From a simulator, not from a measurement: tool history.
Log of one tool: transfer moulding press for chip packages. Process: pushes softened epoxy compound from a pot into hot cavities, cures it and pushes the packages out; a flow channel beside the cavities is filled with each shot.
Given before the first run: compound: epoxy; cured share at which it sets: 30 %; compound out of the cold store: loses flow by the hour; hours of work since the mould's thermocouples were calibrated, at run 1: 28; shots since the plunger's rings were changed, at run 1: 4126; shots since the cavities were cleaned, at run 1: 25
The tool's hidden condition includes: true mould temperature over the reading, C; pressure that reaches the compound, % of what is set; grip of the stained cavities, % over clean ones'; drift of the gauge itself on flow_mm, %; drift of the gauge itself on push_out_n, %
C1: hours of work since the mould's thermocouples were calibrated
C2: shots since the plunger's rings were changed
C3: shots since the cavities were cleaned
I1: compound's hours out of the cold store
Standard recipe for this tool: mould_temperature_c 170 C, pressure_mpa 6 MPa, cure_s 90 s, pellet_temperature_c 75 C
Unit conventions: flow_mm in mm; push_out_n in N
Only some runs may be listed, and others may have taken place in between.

run 1 day=0 | mould_temperature_c=170 pressure_mpa=6 cure_s=90 pellet_temperature_c=75 | C1=28 C2=4126 C3=25 | I1=11.1 | flow_mm=546 push_out_n=486
run 2 day=0.971 | mould_temperature_c=170 pressure_mpa=6 cure_s=90 pellet_temperature_c=75 | C1=46 C2=4453 C3=352 | I1=24.9 | flow_mm=531 push_out_n=607
run 3 day=1.842 | mould_temperature_c=170 pressure_mpa=6 cure_s=90 pellet_temperature_c=75 | C1=63 C2=4745 C3=644 | I1=22.7 | flow_mm=532 push_out_n=666
run 4 day=2.433 | mould_temperature_c=170 pressure_mpa=6 cure_s=90 pellet_temperature_c=75 | C1=74 C2=4944 C3=843 | I1=9.7 | flow_mm=539 push_out_n=726
-- day=2.888 cavities cleaned with cleaning compound and waxed
run 5 day=2.975 | mould_temperature_c=170 pressure_mpa=6 cure_s=90 pellet_temperature_c=75 | C1=83 C2=5105 C3=30 | I1=26.2 | flow_mm=525 push_out_n=480
run 6 day=3.658 | mould_temperature_c=170 pressure_mpa=6.55 cure_s=90 pellet_temperature_c=75 | C1=95 C2=5334 C3=259 | I1=24.1 | flow_mm=552 push_out_n=587
run 7 day=4.575 | mould_temperature_c=170 pressure_mpa=6.55 cure_s=90 pellet_temperature_c=75 | C1=112 C2=5643 C3=568 | I1=46.8 | flow_mm=509 push_out_n=659
run 8 day=5.096 | mould_temperature_c=170 pressure_mpa=6.55 cure_s=90 pellet_temperature_c=75 | C1=122 C2=5817 C3=742 | I1=28.6 | flow_mm=528 push_out_n=686
-- day=5.829 cavities cleaned with cleaning compound and waxed
run 9 day=6.029 | mould_temperature_c=170 pressure_mpa=6 cure_s=76 pellet_temperature_c=75 | C1=138 C2=6109 C3=65 | I1=34.8 | flow_mm=505 push_out_n=728
-- day=6.171 mould's thermocouples calibrated
run 10 day=6.967 | mould_temperature_c=170 pressure_mpa=5.77 cure_s=90 pellet_temperature_c=75 | C1=15 C2=6397 C3=353 | I1=39.1 | flow_mm=484 push_out_n=594
-- day=7.321 plunger's sealing rings changed
run 11 day=7.704 | mould_temperature_c=170 pressure_mpa=5.83 cure_s=90 pellet_temperature_c=75 | C1=27 C2=128 C3=566 | I1=8.2 | flow_mm=581 push_out_n=656
run 12 day=8.379 | mould_temperature_c=173 pressure_mpa=6 cure_s=90 pellet_temperature_c=75 | C1=39 C2=355 C3=793 | I1=24.3 | flow_mm=560 push_out_n=605
run 13 day=8.829 | mould_temperature_c=173 pressure_mpa=6 cure_s=90 pellet_temperature_c=75 | C1=48 C2=506 C3=944 | I1=43.7 | flow_mm=533 push_out_n=620
-- day=8.988 cavities cleaned with cleaning compound and waxed
run 14 day=9.642 | mould_temperature_c=173 pressure_mpa=6 cure_s=90 pellet_temperature_c=75 | C1=62 C2=758 C3=220 | I1=30.2 | flow_mm=551 push_out_n=497
-- day=10.025 mould's thermocouples calibrated, once more
run 15 day=10.517 | mould_temperature_c=171 pressure_mpa=6 cure_s=90 pellet_temperature_c=75 | C1=9 C2=1024 C3=486 | I1=12.2 | flow_mm=570 push_out_n=635
run 16 day=10.95 | mould_temperature_c=171 pressure_mpa=6 cure_s=118 pellet_temperature_c=69 | C1=17 C2=1170 C3=632 | I1=21.3 | flow_mm=563 push_out_n=562
run 17 day=11.588 | mould_temperature_c=171 pressure_mpa=4.65 cure_s=118 pellet_temperature_c=69 | C1=29 C2=1383 C3=845 | I1=36.9 | flow_mm=475 push_out_n=565
-- day=11.992 cavities cleaned with cleaning compound and waxed
run 18 day=12.592 | mould_temperature_c=171 pressure_mpa=4.65 cure_s=118 pellet_temperature_c=69 | C1=47 C2=1700 C3=202 | I1=36.7 | flow_mm=466 push_out_n=441
run 19 day=13.638 | mould_temperature_c=170 pressure_mpa=5.53 cure_s=90 pellet_temperature_c=75 | C1=66 C2=2052 C3=554 | I1=15.8 | flow_mm=534 push_out_n=654
run 20 day=14.246 | mould_temperature_c=170 pressure_mpa=6 cure_s=90 pellet_temperature_c=69 | C1=78 C2=2256 C3=758 | I1=33.5 | flow_mm=531 push_out_n=705
-- day=14.942 cavities cleaned with cleaning compound and waxed
run 21 day=14.946 | mould_temperature_c=170 pressure_mpa=5.03 cure_s=93 pellet_temperature_c=69 | C1=90 C2=2470 C3=2 | I1=30.9 | flow_mm=488 push_out_n=446
run 22 day=15.533 | mould_temperature_c=170 pressure_mpa=6 cure_s=90 pellet_temperature_c=75 | C1=101 C2=2668 C3=200 | I1=30.1 | flow_mm=530 push_out_n=560
run 23 day=16.3 | mould_temperature_c=170 pressure_mpa=6 cure_s=90 pellet_temperature_c=75 | C1=115 C2=2925 C3=457 | I1=21.6 | flow_mm=540 push_out_n=643
run 24 day=16.892 | mould_temperature_c=163 pressure_mpa=6 cure_s=89 pellet_temperature_c=75 | C1=126 C2=3125 C3=657 | I1=37.7 | flow_mm=526 push_out_n=1128
run 25 day=17.767 | mould_temperature_c=169 pressure_mpa=4.6 cure_s=74 pellet_temperature_c=69 | C1=142 C2=3418 C3=950 | I1=39.8 | flow_mm=456 push_out_n=1224
-- day=17.912 cavities cleaned with cleaning compound and waxed
run 26 day=18.696 | mould_temperature_c=173 pressure_mpa=6 cure_s=119 pellet_temperature_c=75 | C1=159 C2=3709 C3=263 | I1=44.3 | flow_mm=500 push_out_n=456
run 27 day=19.504 | mould_temperature_c=176 pressure_mpa=6 cure_s=114 pellet_temperature_c=75 | C1=174 C2=3980 C3=534 | I1=25.6 | flow_mm=517 push_out_n=531

How would selected steps in flow_mm from run to run divide? Give the signed amount a tool lacking its hidden state would still show from settings, what came in and random variation, and the signed amount left for the hidden state, including any gauge scatter that is not in both of the compared results.
Run 5 -> 6: pressure_mpa 6 -> 6.55. flow_mm +27 mm: hidden state -5, all else +32.
Run 10 -> 11: pressure_mpa 5.77 -> 5.83, plunger's sealing rings changed. flow_mm +97 mm: hidden state +47, all else +50.
Run 16 -> 17: pressure_mpa 6 -> 4.65. flow_mm -88 mm: hidden state +1, all else -89.
